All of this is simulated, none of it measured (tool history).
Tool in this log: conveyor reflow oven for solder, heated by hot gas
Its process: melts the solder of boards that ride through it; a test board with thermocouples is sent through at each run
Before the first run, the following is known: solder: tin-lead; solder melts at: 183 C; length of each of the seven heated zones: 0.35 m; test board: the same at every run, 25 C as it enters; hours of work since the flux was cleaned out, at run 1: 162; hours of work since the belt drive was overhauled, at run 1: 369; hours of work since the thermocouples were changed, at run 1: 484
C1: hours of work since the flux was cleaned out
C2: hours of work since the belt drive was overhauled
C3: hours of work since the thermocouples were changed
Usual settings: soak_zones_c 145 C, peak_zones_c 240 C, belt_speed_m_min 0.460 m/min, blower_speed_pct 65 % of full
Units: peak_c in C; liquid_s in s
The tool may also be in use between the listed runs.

run 1 day=0.000 | soak_zones_c=145 peak_zones_c=240 belt_speed_m_min=0.460 blower_speed_pct=65 | C1=162 C2=369 C3=484 | peak_c=222.1 liquid_s=75.7
run 2 day=0.562 | soak_zones_c=145 peak_zones_c=240 belt_speed_m_min=0.460 blower_speed_pct=65 | C1=173 C2=379 C3=494 | peak_c=222.0 liquid_s=75.2
run 3 day=1.092 | soak_zones_c=136 peak_zones_c=240 belt_speed_m_min=0.460 blower_speed_pct=65 | C1=183 C2=389 C3=504 | peak_c=219.8 liquid_s=70.0
run 4 day=1.704 | soak_zones_c=136 peak_zones_c=240 belt_speed_m_min=0.460 blower_speed_pct=65 | C1=194 C2=401 C3=516 | peak_c=219.8 liquid_s=70.0
run 5 day=2.496 | soak_zones_c=136 peak_zones_c=240 belt_speed_m_min=0.460 blower_speed_pct=65 | C1=209 C2=415 C3=531 | peak_c=219.8 liquid_s=70.1
run 6 day=3.262 | soak_zones_c=136 peak_zones_c=240 belt_speed_m_min=0.460 blower_speed_pct=65 | C1=223 C2=430 C3=545 | peak_c=219.9 liquid_s=69.8
run 7 day=4.158 | soak_zones_c=136 peak_zones_c=240 belt_speed_m_min=0.460 blower_speed_pct=65 | C1=240 C2=447 C3=562 | peak_c=219.7 liquid_s=69.5
run 8 day=4.788 | soak_zones_c=136 peak_zones_c=240 belt_speed_m_min=0.460 blower_speed_pct=65 | C1=252 C2=458 C3=574 | peak_c=219.7 liquid_s=69.6
-- day=5.496 flux residue cleaned out of gas plates and filters
run 9 day=5.800 | soak_zones_c=136 peak_zones_c=240 belt_speed_m_min=0.460 blower_speed_pct=65 | C1=6 C2=473 C3=589 | peak_c=222.0 liquid_s=72.3
run 10 day=6.542 | soak_zones_c=136 peak_zones_c=240 belt_speed_m_min=0.460 blower_speed_pct=65 | C1=20 C2=487 C3=603 | peak_c=221.8 liquid_s=72.0
-- day=6.754 belt drive overhauled, speed set with a stopwatch
run 11 day=7.350 | soak_zones_c=150 peak_zones_c=240 belt_speed_m_min=0.460 blower_speed_pct=65 | C1=32 C2=11 C3=615 | peak_c=224.9 liquid_s=81.7
run 12 day=7.783 | soak_zones_c=145 peak_zones_c=240 belt_speed_m_min=0.460 blower_speed_pct=65 | C1=40 C2=19 C3=623 | peak_c=224.0 liquid_s=78.1
run 13 day=8.429 | soak_zones_c=145 peak_zones_c=240 belt_speed_m_min=0.460 blower_speed_pct=65 | C1=52 C2=31 C3=635 | peak_c=223.9 liquid_s=78.0
-- day=8.896 thermocouples of zones 6 and 7 changed
run 14 day=9.196 | soak_zones_c=145 peak_zones_c=240 belt_speed_m_min=0.460 blower_speed_pct=65 | C1=65 C2=44 C3=6 | peak_c=222.1 liquid_s=77.3
run 15 day=9.817 | soak_zones_c=145 peak_zones_c=240 belt_speed_m_min=0.460 blower_speed_pct=65 | C1=76 C2=56 C3=17 | peak_c=222.3 liquid_s=77.0
run 16 day=10.575 | soak_zones_c=145 peak_zones_c=240 belt_speed_m_min=0.460 blower_speed_pct=65 | C1=91 C2=70 C3=31 | peak_c=222.2 liquid_s=76.7
run 17 day=11.108 | soak_zones_c=155 peak_zones_c=253 belt_speed_m_min=0.541 blower_speed_pct=65 | C1=101 C2=80 C3=42 | peak_c=229.4 liquid_s=73.7
-- day=11.742 belt drive overhauled, speed set with a stopwatch, once more
run 18 day=12.046 | soak_zones_c=155 peak_zones_c=244 belt_speed_m_min=0.410 blower_speed_pct=65 | C1=115 C2=6 C3=56 | peak_c=230.4 liquid_s=97.3
run 19 day=12.612 | soak_zones_c=155 peak_zones_c=244 belt_speed_m_min=0.376 blower_speed_pct=65 | C1=126 C2=16 C3=67 | peak_c=232.7 liquid_s=107.2
run 20 day=13.342 | soak_zones_c=155 peak_zones_c=244 belt_speed_m_min=0.458 blower_speed_pct=79 | C1=139 C2=30 C3=80 | peak_c=229.6 liquid_s=86.4
run 21 day=14.142 | soak_zones_c=141 peak_zones_c=244 belt_speed_m_min=0.458 blower_speed_pct=79 | C1=154 C2=45 C3=95 | peak_c=227.3 liquid_s=78.4
run 22 day=14.850 | soak_zones_c=146 peak_zones_c=242 belt_speed_m_min=0.460 blower_speed_pct=88 | C1=168 C2=58 C3=109 | peak_c=228.0 liquid_s=80.7
run 23 day=15.312 | soak_zones_c=146 peak_zones_c=242 belt_speed_m_min=0.460 blower_speed_pct=88 | C1=176 C2=67 C3=117 | peak_c=227.7 liquid_s=79.8
run 24 day=16.267 | soak_zones_c=155 peak_zones_c=250 belt_speed_m_min=0.419 blower_speed_pct=75 | C1=194 C2=85 C3=135 | peak_c=236.3 liquid_s=98.6
run 25 day=16.979 | soak_zones_c=145 peak_zones_c=241 belt_speed_m_min=0.406 blower_speed_pct=65 | C1=208 C2=98 C3=149 | peak_c=225.9 liquid_s=89.6
run 26 day=17.942 | soak_zones_c=145 peak_zones_c=241 belt_speed_m_min=0.406 blower_speed_pct=86 | C1=226 C2=116 C3=167 | peak_c=229.6 liquid_s=92.6
run 27 day=18.746 | soak_zones_c=145 peak_zones_c=240 belt_speed_m_min=0.426 blower_speed_pct=70 | C1=241 C2=131 C3=182 | peak_c=224.6 liquid_s=84.0
run 28 day=19.500 | soak_zones_c=145 peak_zones_c=240 belt_speed_m_min=0.426 blower_speed_pct=70 | C1=255 C2=146 C3=196 | peak_c=224.1 liquid_s=83.6
-- day=20.121 flux residue cleaned out of gas plates and filters
run 29 day=20.550 | soak_zones_c=145 peak_zones_c=240 belt_speed_m_min=0.505 blower_speed_pct=83 | C1=8 C2=161 C3=212 | peak_c=223.7 liquid_s=69.7
run 30 day=21.329 | soak_zones_c=145 peak_zones_c=243 belt_speed_m_min=0.484 blower_speed_pct=83 | C1=23 C2=176 C3=226 | peak_c=227.6 liquid_s=76.3

Each row is a separate what-if for the run after 30, all from the same tool condition, not one after another. Results?
run A day=21.792 | soak_zones_c=145 peak_zones_c=240 belt_speed_m_min=0.460 blower_speed_pct=65 | C1=31 C2=185 C3=235 | peak_c=? liquid_s=?
run B day=21.792 | soak_zones_c=145 peak_zones_c=243 belt_speed_m_min=0.376 blower_speed_pct=51 | C1=31 C2=185 C3=235 | peak_c=? liquid_s=?
run C day=21.792 | soak_zones_c=142 peak_zones_c=240 belt_speed_m_min=0.507 blower_speed_pct=65 | C1=31 C2=185 C3=235 | peak_c=? liquid_s=?
run D day=21.792 | soak_zones_c=145 peak_zones_c=240 belt_speed_m_min=0.460 blower_speed_pct=77 | C1=31 C2=185 C3=235 | peak_c=? liquid_s=?
run E day=21.792 | soak_zones_c=131 peak_zones_c=243 belt_speed_m_min=0.480 blower_speed_pct=64 | C1=31 C2=185 C3=235 | peak_c=? liquid_s=?

run=A peak_c=223.0 liquid_s=75.7
run=B peak_c=228.2 liquid_s=98.9
run=C peak_c=218.6 liquid_s=64.1
run=D peak_c=225.2 liquid_s=78.8
run=E peak_c=220.5 liquid_s=64.8
With the hidden condition removed and each run's random variation left untouched, the same runs would have given:
run=A peak_c=222.5 liquid_s=75.2
run=B peak_c=227.6 liquid_s=98.1
run=C peak_c=218.2 liquid_s=63.6
run=D peak_c=224.7 liquid_s=78.3
run=E peak_c=220.1 liquid_s=64.3
